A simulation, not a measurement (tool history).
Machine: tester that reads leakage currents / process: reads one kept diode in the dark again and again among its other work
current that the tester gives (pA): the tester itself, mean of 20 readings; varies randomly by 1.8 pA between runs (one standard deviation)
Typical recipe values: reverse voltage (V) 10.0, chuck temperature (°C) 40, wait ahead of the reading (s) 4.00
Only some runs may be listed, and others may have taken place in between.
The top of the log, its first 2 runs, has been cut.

run	hour	reverse voltage (V)	chuck temperature (°C)	wait ahead of the reading (s)	hours of work since the probe card was cleaned	hours of work since the tester was calibrated	hours of work since the chuck was calibrated	current that the tester gives (pA)
3	96.4	10.0	40	4.00	1463	1050	206	610.77
4	143.1	10.0	40	6.64	1488	1075	231	613.17
5	179.0	10.0	40	6.64	1507	1094	250	611.09
6	208.2	10.0	40	4.00	1522	1110	265	611.09
7	239.9	10.0	40	0.82	1539	1127	282	617.71
8	270.4	10.0	40	0.82	1555	1143	298	613.76
9	322.1	10.0	40	0.82	1583	1170	326	613.57
10	374.3	10.0	40	4.00	1611	1198	354	612.58
11	408.4	10.0	40	4.00	1629	1216	372	610.39
12	453.4	10.0	40	4.00	1653	1240	396	611.37
13	505.1	10.0	40	4.00	1680	1268	423	616.49
14	543.3	10.0	40	1.10	1700	1288	443	616.31
15	571.3	10.0	40	0.46	1715	1303	458	616.83
16	603.3	10.0	40	0.46	1732	1320	475	619.02
17	667.4	10.0	40	0.46	1766	1354	509	612.65
18	700.8	10.0	40	4.00	1784	1372	527	610.54
# hour 722.7: chuck's temperature calibrated
19	753.4	5.8	40	4.00	1811	1399	16	478.46
20	786.3	5.8	40	4.00	1829	1416	34	475.47
21	836.3	5.8	40	4.00	1855	1443	60	476.00
22	897.4	14.2	39	4.00	1888	1475	93	667.68
23	961.5	14.2	39	4.00	1922	1509	127	673.24
24	1001.4	14.2	39	1.91	1943	1530	148	669.87
25	1050.5	1.4	40	0.59	1969	1557	174	248.21
26	1094.1	1.4	40	0.59	1992	1580	198	246.42

Run 27 is up next; what results do you expect?
27	1136.9	20.0	25	1.13	2015	1602	220	?

current that the tester gives (pA): 272.71
Take away the tool's hidden state, keep the run-to-run variation as it was, and the same run would have given current that the tester gives (pA) 272.26.
